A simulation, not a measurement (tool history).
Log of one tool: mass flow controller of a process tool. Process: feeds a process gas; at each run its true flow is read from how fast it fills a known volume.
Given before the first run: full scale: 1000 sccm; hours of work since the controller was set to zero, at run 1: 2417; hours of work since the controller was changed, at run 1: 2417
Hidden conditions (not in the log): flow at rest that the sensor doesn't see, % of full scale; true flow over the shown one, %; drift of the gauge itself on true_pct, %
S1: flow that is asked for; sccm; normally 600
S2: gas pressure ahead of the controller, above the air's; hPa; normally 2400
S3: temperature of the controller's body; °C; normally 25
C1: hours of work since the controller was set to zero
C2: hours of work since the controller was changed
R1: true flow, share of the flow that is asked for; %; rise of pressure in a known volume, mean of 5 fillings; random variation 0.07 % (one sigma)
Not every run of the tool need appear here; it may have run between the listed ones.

{"run": 1, "hour": 0.0, "S1": 600, "S2": 2400, "S3": 25, "C1": 2417, "C2": 2417, "R1": 96.93}
{"run": 2, "hour": 203.3, "S1": 600, "S2": 2400, "S3": 25, "C1": 2493, "C2": 2493, "R1": 96.97}
{"run": 3, "hour": 324.9, "S1": 600, "S2": 2400, "S3": 25, "C1": 2539, "C2": 2539, "R1": 96.95}
{"run": 4, "hour": 476.2, "S1": 600, "S2": 2400, "S3": 25, "C1": 2596, "C2": 2596, "R1": 96.84}
{"run": 5, "hour": 671.7, "S1": 600, "S2": 2400, "S3": 25, "C1": 2669, "C2": 2669, "R1": 96.89}
{"run": 6, "hour": 868.2, "S1": 600, "S2": 2400, "S3": 25, "C1": 2743, "C2": 2743, "R1": 96.78}
{"run": 7, "hour": 1086.6, "S1": 600, "S2": 2400, "S3": 31, "C1": 2825, "C2": 2825, "R1": 97.27}
{"run": 8, "hour": 1252.7, "S1": 600, "S2": 2400, "S3": 31, "C1": 2887, "C2": 2887, "R1": 97.12}
{"run": 9, "hour": 1447.7, "S1": 600, "S2": 2400, "S3": 25, "C1": 2961, "C2": 2961, "R1": 96.48}
{"run": 10, "hour": 1692.5, "S1": 295, "S2": 2400, "S3": 25, "C1": 3053, "C2": 3053, "R1": 94.05}
{"run": 11, "hour": 1923.2, "S1": 295, "S2": 2400, "S3": 25, "C1": 3139, "C2": 3139, "R1": 93.91}
{"run": 12, "hour": 2142.7, "S1": 295, "S2": 2710, "S3": 25, "C1": 3222, "C2": 3222, "R1": 93.62}
{"run": 13, "hour": 2261.0, "S1": 295, "S2": 2710, "S3": 25, "C1": 3266, "C2": 3266, "R1": 93.63}
{"run": 14, "hour": 2458.7, "S1": 295, "S2": 2710, "S3": 25, "C1": 3340, "C2": 3340, "R1": 93.61}
{"run": 15, "hour": 2654.0, "S1": 295, "S2": 2710, "S3": 25, "C1": 3414, "C2": 3414, "R1": 93.33}
{"hour": 2669.2, "done": "controller's zero set anew"}
{"run": 16, "hour": 2901.4, "S1": 600, "S2": 2400, "S3": 25, "C1": 87, "C2": 3507, "R1": 95.16}
{"run": 17, "hour": 3115.8, "S1": 355, "S2": 2400, "S3": 25, "C1": 168, "C2": 3587, "R1": 92.4}
{"hour": 3242.9, "done": "controller's zero set anew, once more"}
{"run": 18, "hour": 3308.6, "S1": 600, "S2": 2400, "S3": 25, "C1": 25, "C2": 3659, "R1": 97.91}
{"run": 19, "hour": 3555.3, "S1": 600, "S2": 2400, "S3": 22, "C1": 117, "C2": 3752, "R1": 97.49}
{"run": 20, "hour": 3764.6, "S1": 600, "S2": 2400, "S3": 22, "C1": 196, "C2": 3831, "R1": 97.42}
{"run": 21, "hour": 3871.7, "S1": 600, "S2": 2400, "S3": 22, "C1": 236, "C2": 3871, "R1": 97.46}
{"run": 22, "hour": 4010.2, "S1": 203, "S2": 2400, "S3": 25, "C1": 288, "C2": 3923, "R1": 96.25}
{"run": 23, "hour": 4210.4, "S1": 101, "S2": 1580, "S3": 35, "C1": 363, "C2": 3998, "R1": 96.86}
{"run": 24, "hour": 4319.3, "S1": 101, "S2": 1580, "S3": 35, "C1": 404, "C2": 4039, "R1": 96.65}
{"run": 25, "hour": 4535.0, "S1": 587, "S2": 2400, "S3": 38, "C1": 485, "C2": 4120, "R1": 98.76}
{"run": 26, "hour": 4702.7, "S1": 587, "S2": 2400, "S3": 38, "C1": 548, "C2": 4183, "R1": 98.87}
{"run": 27, "hour": 4822.3, "S1": 504, "S2": 1840, "S3": 39, "C1": 593, "C2": 4228, "R1": 98.96}
{"run": 28, "hour": 5036.3, "S1": 504, "S2": 1840, "S3": 39, "C1": 674, "C2": 4308, "R1": 98.9}
{"run": 29, "hour": 5153.7, "S1": 488, "S2": 2230, "S3": 28, "C1": 718, "C2": 4352, "R1": 97.51}
{"run": 30, "hour": 5257.5, "S1": 221, "S2": 1710, "S3": 36, "C1": 757, "C2": 4391, "R1": 97.08}
{"run": 31, "hour": 5420.6, "S1": 311, "S2": 2600, "S3": 39, "C1": 818, "C2": 4453, "R1": 97.34}
{"run": 32, "hour": 5650.2, "S1": 311, "S2": 2600, "S3": 39, "C1": 904, "C2": 4539, "R1": 97.33}
{"run": 33, "hour": 5861.4, "S1": 408, "S2": 2600, "S3": 39, "C1": 984, "C2": 4618, "R1": 97.72}
{"run": 34, "hour": 5993.1, "S1": 408, "S2": 2600, "S3": 39, "C1": 1033, "C2": 4668, "R1": 97.72}
{"run": 35, "hour": 6122.1, "S1": 230, "S2": 2600, "S3": 39, "C1": 1082, "C2": 4716, "R1": 96.6}
{"run": 36, "hour": 6268.6, "S1": 230, "S2": 1630, "S3": 39, "C1": 1137, "C2": 4771, "R1": 97.01}
{"run": 37, "hour": 6485.9, "S1": 248, "S2": 2120, "S3": 22, "C1": 1218, "C2": 4853, "R1": 95.1}
{"run": 38, "hour": 6620.6, "S1": 248, "S2": 2120, "S3": 26, "C1": 1269, "C2": 4904, "R1": 95.29}
{"run": 39, "hour": 6811.9, "S1": 344, "S2": 2240, "S3": 30, "C1": 1341, "C2": 4975, "R1": 96.28}
{"run": 40, "hour": 7012.0, "S1": 181, "S2": 2400, "S3": 30, "C1": 1416, "C2": 5051, "R1": 94.62}
{"run": 41, "hour": 7239.1, "S1": 290, "S2": 1430, "S3": 29, "C1": 1501, "C2": 5136, "R1": 96.13}
{"run": 42, "hour": 7347.3, "S1": 290, "S2": 1430, "S3": 29, "C1": 1542, "C2": 5177, "R1": 96.15}
{"run": 43, "hour": 7518.9, "S1": 290, "S2": 1430, "S3": 29, "C1": 1606, "C2": 5241, "R1": 96.04}

Entry by entry between the runs, the difference in hidden state between the last listed run before and the first listed run after:
From run 15 to run 16: controller's zero set anew (hour 2669.2)
  flow at rest that the sensor doesn't see, % of full scale: -1.015 -> -1.651; true flow over the shown one, %: -0.57 -> -0.59
  measured value less the no-hidden-state value, R1: -4.01 -> -3.33 %
From run 17 to run 18: controller's zero set anew, once more (hour 3242.9)
  flow at rest that the sensor doesn't see, % of full scale: -1.677 -> -0.016; true flow over the shown one, %: -0.6 -> -0.62
  measured value less the no-hidden-state value, R1: -5.32 -> -0.65 %
